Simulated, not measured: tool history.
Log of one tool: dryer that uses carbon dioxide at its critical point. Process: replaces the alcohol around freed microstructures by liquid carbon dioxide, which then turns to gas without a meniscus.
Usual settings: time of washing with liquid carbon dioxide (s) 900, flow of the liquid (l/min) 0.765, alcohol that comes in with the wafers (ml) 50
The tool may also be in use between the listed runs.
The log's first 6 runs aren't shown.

run	hour	time of washing with liquid carbon dioxide (s)	flow of the liquid (l/min)	alcohol that comes in with the wafers (ml)	alcohol left in the vessel before it's heated (ppm by volume)
7	224.8	900	0.993	72	86
8	255.9	900	0.993	72	98
9	311.1	900	0.993	72	89
10	358.3	900	0.765	50	233
11	387.1	900	0.765	50	241
12	442.6	900	0.765	50	259
13	489.1	900	0.765	50	267
14	513.8	900	0.877	50	151
15	540.5	900	0.877	50	164
# hour 546.9: inlet filter changed
16	586.6	900	0.765	50	207
17	631.2	960	0.802	111	274
18	661.4	900	0.600	50	556
19	706.8	900	0.766	50	241
20	756.4	900	0.631	27	287
21	809.2	900	0.850	61	191
22	866.5	900	1.087	34	57
23	892.2	900	1.087	34	57
24	924.5	960	1.279	25	42
25	981.8	960	1.279	25	38
# hour 995.2: inlet filter changed
26	1041.0	720	0.765	49	529
27	1084.3	900	0.765	25	136
28	1118.2	540	1.274	65	326
29	1166.2	540	1.274	65	330
30	1213.5	1380	1.274	21	41
31	1250.3	1140	0.750	23	75

Forecast each of these 4 alternatives for the next run:
A	1300.8	660	1.256	37	?
B	1300.8	660	0.750	23	?
C	1300.8	1140	1.192	23	?
D	1300.8	600	0.750	23	?

run	alcohol left in the vessel before it's heated (ppm by volume)
A	124
B	439
C	48
D	598
Without the tool's hidden state the same runs would have given:
run	alcohol left in the vessel before it's heated (ppm by volume)
A	65
B	328
C	9
D	470
